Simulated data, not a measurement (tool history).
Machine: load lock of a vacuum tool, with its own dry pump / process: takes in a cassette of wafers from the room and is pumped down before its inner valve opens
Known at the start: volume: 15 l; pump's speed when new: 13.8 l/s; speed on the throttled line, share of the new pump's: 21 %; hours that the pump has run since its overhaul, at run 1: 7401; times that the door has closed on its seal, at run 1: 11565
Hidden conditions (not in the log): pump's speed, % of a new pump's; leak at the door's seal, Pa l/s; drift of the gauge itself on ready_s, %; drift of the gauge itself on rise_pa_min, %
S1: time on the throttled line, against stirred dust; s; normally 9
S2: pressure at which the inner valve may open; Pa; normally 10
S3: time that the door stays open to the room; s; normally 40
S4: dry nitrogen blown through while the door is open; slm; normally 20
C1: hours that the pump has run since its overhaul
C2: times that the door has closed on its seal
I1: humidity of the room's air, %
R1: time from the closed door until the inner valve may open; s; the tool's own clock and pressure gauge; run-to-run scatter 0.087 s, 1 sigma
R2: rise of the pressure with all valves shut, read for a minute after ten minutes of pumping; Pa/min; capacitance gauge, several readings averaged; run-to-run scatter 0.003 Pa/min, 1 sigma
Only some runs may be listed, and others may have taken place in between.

Run 1, hour 0: usual settings; C1 7401; C2 11565; I1 46.5. Result: R1 17.93 s, R2 0.201 Pa/min.
Run 2, hour 169.3: usual settings but S3 139 s; C1 7570; C2 11922; I1 40.7. Result: R1 18.11 s, R2 0.231 Pa/min.
Run 3, hour 294.3: usual settings but S3 139 s; C1 7695; C2 12187; I1 40.5. Result: R1 18.12 s, R2 0.236 Pa/min.
Run 4, hour 454.4: usual settings but S1 5 s; C1 7855; C2 12525; I1 47.8. Result: R1 14.97 s, R2 0.22 Pa/min.
Run 5, hour 611.8: usual settings; C1 8013; C2 12857; I1 42.5. Result: R1 17.87 s, R2 0.222 Pa/min.
Run 6, hour 754.2: usual settings; C1 8155; C2 13158; I1 43.5. Result: R1 17.9 s, R2 0.237 Pa/min.
Run 7, hour 872.6: usual settings but S1 4 s; C1 8274; C2 13408; I1 46.3. Result: R1 14.16 s, R2 0.238 Pa/min.
Run 8, hour 992: usual settings but S1 4 s; C1 8393; C2 13660; I1 44.8. Result: R1 14.29 s, R2 0.258 Pa/min.
Run 9, hour 1153.4: usual settings but S4 18 slm; C1 8554; C2 14001; I1 45.9. Result: R1 17.9 s, R2 0.258 Pa/min.
Run 10, hour 1249.7: usual settings but S2 7 Pa; C1 8651; C2 14204; I1 45.5. Result: R1 18.53 s, R2 0.269 Pa/min.
Run 11, hour 1376.4: usual settings but S4 19 slm; C1 8777; C2 14472; I1 44.2. Result: R1 18.03 s, R2 0.266 Pa/min.
Run 12, hour 1448.5: usual settings but S4 19 slm; C1 8849; C2 14624; I1 43.7. Result: R1 17.99 s, R2 0.274 Pa/min.
Run 13, hour 1578.3: usual settings but S4 19 slm; C1 8979; C2 14898; I1 39.9. Result: R1 18.09 s, R2 0.273 Pa/min.
Run 14, hour 1669.1: usual settings but S4 19 slm; C1 9070; C2 15089; I1 44.4. Result: R1 18.13 s, R2 0.288 Pa/min.
Run 15, hour 1828.3: usual settings but S1 5 s; C1 9229; C2 15426; I1 50. Result: R1 15.18 s, R2 0.3 Pa/min.
Run 16, hour 1959.3: usual settings but S1 5 s; C1 9360; C2 15702; I1 46.1. Result: R1 15.14 s, R2 0.304 Pa/min.
Run 17, hour 2100.1: usual settings but S1 5 s; C1 9501; C2 16000; I1 48.2. Result: R1 14.98 s, R2 0.319 Pa/min.
Run 18, hour 2223.2: usual settings but S1 5 s; C1 9624; C2 16260; I1 45.5. Result: R1 15.06 s, R2 0.312 Pa/min.
Run 19, hour 2311.5: usual settings but S1 5 s, S3 120 s; C1 9712; C2 16446; I1 45.9. Result: R1 15.08 s, R2 0.338 Pa/min.
Run 20, hour 2421: usual settings but S1 5 s, S3 120 s; C1 9822; C2 16677; I1 44. Result: R1 15.16 s, R2 0.344 Pa/min.
Run 21, hour 2594.2: usual settings but S1 5 s, S2 7 Pa, S3 121 s; C1 9995; C2 17043; I1 45.7. Result: R1 15.53 s, R2 0.373 Pa/min.
Run 22, hour 2676: usual settings but S1 5 s, S2 7 Pa, S3 121 s, S4 40 slm; C1 10077; C2 17216; I1 46.4. Result: R1 15.68 s, R2 0.355 Pa/min.
Run 23, hour 2832.5: usual settings but S1 5 s, S2 7 Pa, S3 121 s, S4 40 slm; C1 10234; C2 17546; I1 42.6. Result: R1 15.76 s, R2 0.368 Pa/min.
Run 24, hour 2988.9: usual settings but S1 5 s, S2 7 Pa, S3 121 s, S4 40 slm; C1 10390; C2 17876; I1 40.6. Result: R1 15.69 s, R2 0.372 Pa/min.
Run 25, hour 3114.7: usual settings but S1 10 s, S3 35 s, S4 7 slm; C1 10516; C2 18142; I1 45.5. Result: R1 19.03 s, R2 0.379 Pa/min.
Run 26, hour 3215.6: usual settings but S1 10 s, S3 35 s, S4 7 slm; C1 10617; C2 18355; I1 44.4. Result: R1 19.16 s, R2 0.386 Pa/min.
Run 27, hour 3359.4: usual settings but S1 10 s, S3 35 s, S4 7 slm; C1 10760; C2 18659; I1 46. Result: R1 18.98 s, R2 0.391 Pa/min.
Run 28, hour 3502.1: usual settings but S3 185 s, S4 6 slm; C1 10903; C2 18960; I1 45.4. Result: R1 18.32 s, R2 0.451 Pa/min.
Run 29, hour 3600.8: usual settings but S2 14 Pa, S3 185 s, S4 6 slm; C1 11002; C2 19169; I1 42.7. Result: R1 17.83 s, R2 0.46 Pa/min.
Run 30, hour 3733: usual settings; C1 11134; C2 19448; I1 48. Result: R1 18.39 s, R2 0.422 Pa/min.
Run 31, hour 3846.7: usual settings but S1 4 s, S2 15 Pa, S3 73 s, S4 10 slm; C1 11248; C2 19688; I1 47.2. Result: R1 13.98 s, R2 0.44 Pa/min.
Run 32, hour 3992.4: usual settings but S1 7 s, S2 7 Pa, S3 164 s, S4 8 slm; C1 11393; C2 19995; I1 43.4. Result: R1 17.38 s, R2 0.479 Pa/min.
Run 33, hour 4107.9: usual settings but S1 7 s, S2 7 Pa, S3 164 s, S4 8 slm; C1 11509; C2 20239; I1 45.6. Result: R1 17.47 s, R2 0.477 Pa/min.
Run 34, hour 4187.4: usual settings but S1 7 s, S2 7 Pa, S3 164 s, S4 8 slm; C1 11588; C2 20407; I1 45.1. Result: R1 17.38 s, R2 0.487 Pa/min.
Run 35, hour 4293.8: usual settings but S1 7 s; C1 11695; C2 20632; I1 42.2. Result: R1 16.7 s, R2 0.457 Pa/min.
Run 36, hour 4392.8: usual settings but S1 6 s, S2 20 Pa; C1 11794; C2 20841; I1 41.9. Result: R1 15.22 s, R2 0.461 Pa/min.

Branching from run 36: 4 alternative next runs. What would each branch give?
Run A, hour 4470.3: usual settings but S1 11 s, S2 20 Pa, S3 30 s, S4 7 slm; C1 11871; C2 21005; I1 46.6. Result: R1 ?, R2 ?.
Run B, hour 4470.3: usual settings but S3 114 s; C1 11871; C2 21005; I1 43.6. Result: R1 ?, R2 ?.
Run C, hour 4470.3: usual settings but S1 5 s, S3 72 s; C1 11871; C2 21005; I1 44.9. Result: R1 ?, R2 ?.
Run D, hour 4470.3: usual settings but S1 6 s, S2 17 Pa, S3 57 s; C1 11871; C2 21005; I1 41.9. Result: R1 ?, R2 ?.

run     R1     R2
  A  19.05  0.471
  B  18.41  0.482
  C  15.23  0.475
  D  15.42  0.479
Without the tool's hidden state the same runs would have given:
run     R1     R2
  A  18.02  0.028
  B   17.2  0.042
  C  13.88  0.031
  D  14.21  0.033
